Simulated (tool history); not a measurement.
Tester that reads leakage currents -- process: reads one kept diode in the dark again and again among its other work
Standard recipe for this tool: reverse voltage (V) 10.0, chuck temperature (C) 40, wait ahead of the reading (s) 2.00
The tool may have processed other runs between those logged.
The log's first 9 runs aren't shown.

run    hour  reverse voltage (V)  chuck temperature (C)  wait ahead of the reading (s)  hours of work since the probe card was cleaned  hours of work since the tester was calibrated  hours of work since the chuck was calibrated  current that the tester gives (pA)
      923.8  -- probe card cleaned and baked
 10   963.4                 17.7                     34                           2.00                                              29                                            494                                          1037                              291.07
 11  1025.5                 17.7                     34                           2.00                                              74                                            540                                          1082                              293.18
 12  1094.3                 17.7                     34                           2.00                                             125                                            590                                          1132                              292.05
 13  1168.3                 17.7                     34                           2.00                                             179                                            644                                          1186                              295.89
 14  1292.6                 17.7                     34                           2.00                                             269                                            735                                          1277                              296.31
 15  1419.1                 17.7                     34                           2.00                                             362                                            827                                          1369                              298.13
 16  1527.2                  1.2                     40                           2.00                                             441                                            906                                          1448                              183.75
 17  1628.3                  5.9                     40                           2.00                                             515                                            980                                          1522                              325.23
 18  1691.8                  5.9                     40                           4.55                                             561                                           1026                                          1569                              326.98
     1720.7  -- chuck's temperature calibrated
 19  1768.3                  5.9                     40                           4.55                                             615                                           1081                                            35                              311.24
 20  1875.0                  5.9                     40                           4.55                                             693                                           1159                                           113                              311.37
 21  1950.5                  2.1                     28                           4.55                                             748                                           1214                                           168                               81.10
 22  2028.6                  2.1                     28                           4.55                                             805                                           1271                                           225                               81.73
 23  2113.5                 19.7                     40                           2.00                                             867                                           1333                                           287                              491.59
 24  2215.4                 10.3                     47                           7.28                                             942                                           1407                                           361                              663.11
 25  2301.2                 10.3                     47                           7.28                                            1005                                           1470                                           424                              665.92
 26  2379.6                 10.0                     36                           5.01                                            1062                                           1527                                           481                              282.31
 27  2444.6                 12.6                     39                           5.01                                            1109                                           1575                                           529                              391.18
 28  2534.1                  1.7                     27                           3.05                                            1175                                           1640                                           594                               70.63
 29  2619.7                  3.7                     20                           4.07                                            1237                                           1703                                           657                               52.18
 30  2679.7                  3.7                     20                           4.07                                            1281                                           1747                                           700                               52.45
 31  2790.7                  1.1                     20                           3.62                                            1362                                           1828                                           782                               33.29
 32  2849.0                 10.0                     40                           3.19                                            1405                                           1870                                           824                              391.94

Each row is a separate what-if for the run after 32, all from the same tool condition, not one after another. Results?
  A  2905.1                  2.9                     40                           3.19                                            1446                                           1911                                           865                                   ?
  B  2905.1                 14.5                     26                           3.19                                            1446                                           1911                                           865                                   ?
  C  2905.1                 10.0                     40                           0.33                                            1446                                           1911                                           865                                   ?
  D  2905.1                 10.0                     40                           0.96                                            1446                                           1911                                           865                                   ?

run  current that the tester gives (pA)
  A                              251.73
  B                              150.12
  C                              401.69
  D                              396.49
With no hidden state in the tool, these same runs would have given:
run  current that the tester gives (pA)
  A                              236.46
  B                              131.92
  C                              373.87
  D                              368.82

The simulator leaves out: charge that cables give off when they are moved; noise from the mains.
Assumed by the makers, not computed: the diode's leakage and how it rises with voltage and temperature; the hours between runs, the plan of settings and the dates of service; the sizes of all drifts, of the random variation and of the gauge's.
